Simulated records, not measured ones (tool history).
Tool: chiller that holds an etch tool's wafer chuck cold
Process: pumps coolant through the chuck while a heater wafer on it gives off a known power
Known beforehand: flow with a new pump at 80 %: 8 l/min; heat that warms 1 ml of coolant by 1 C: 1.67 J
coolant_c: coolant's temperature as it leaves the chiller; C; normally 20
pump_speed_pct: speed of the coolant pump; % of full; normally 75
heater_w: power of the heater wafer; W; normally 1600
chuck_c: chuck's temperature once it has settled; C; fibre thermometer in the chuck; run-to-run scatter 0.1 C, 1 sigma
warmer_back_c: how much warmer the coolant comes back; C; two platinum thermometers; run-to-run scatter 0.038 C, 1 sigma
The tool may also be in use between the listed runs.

run     day  coolant_c  pump_speed_pct  heater_w  chuck_c  warmer_back_c
  1   0.000         20              75      1600     36.0           7.83
  2   0.904         20              75      1600     36.0           7.78
  3   2.250         20              75      1600     36.4           7.82
  4   2.942         20              83      1600     35.0           7.08
  5   3.846         12              75      1600     28.2           7.75
  6   4.575         12              75      1600     28.4           7.77
  7   5.588         12              75      1190     24.0           5.77
  8   6.454         20              75      1600     36.1           7.77
  9   7.046         20              75      1600     36.2           7.79
 10   7.712         20              75      1678     37.1           8.16
 11   9.146         20              75      1678     37.0           8.13
 12  10.204         13              97      1623     26.6           6.23
 13  11.088         20              69      1947     41.1          10.25
 14  12.488         20              75      1069     30.7           5.23
 15  13.112         20              75      1069     30.8           5.16
 16  13.967         28              75       826     36.5           4.01
 17  15.008         28              75       826     36.2           4.09
 18  15.958         10              98      1781     24.7           6.71
 19  16.608         15              73      2329     39.2          11.61
 20  17.525         15              73      2329     39.3          11.59
 21  18.121         25              79       903     34.0           4.18
 22  19.583         12              63       937     22.8           5.41

Here are 5 independent what-if runs from the current tool condition. What would each one return?
  A  20.804         12              77       937        ?              ?
  B  20.804         25              75      1220        ?              ?
  C  20.804         14              63      1965        ?              ?
  D  20.804         13              98      1437        ?              ?
  E  20.804         12              63      1813        ?              ?

run  chuck_c  warmer_back_c
  A     21.3           4.52
  B     37.5           5.91
  C     36.9          11.35
  D     24.9           5.43
  E     33.2          10.48
Without the tool's unlogged condition, the same runs would have read:
run  chuck_c  warmer_back_c
  A     21.1           4.42
  B     37.1           5.78
  C     36.2          11.11
  D     24.6           5.31
  E     32.5          10.26

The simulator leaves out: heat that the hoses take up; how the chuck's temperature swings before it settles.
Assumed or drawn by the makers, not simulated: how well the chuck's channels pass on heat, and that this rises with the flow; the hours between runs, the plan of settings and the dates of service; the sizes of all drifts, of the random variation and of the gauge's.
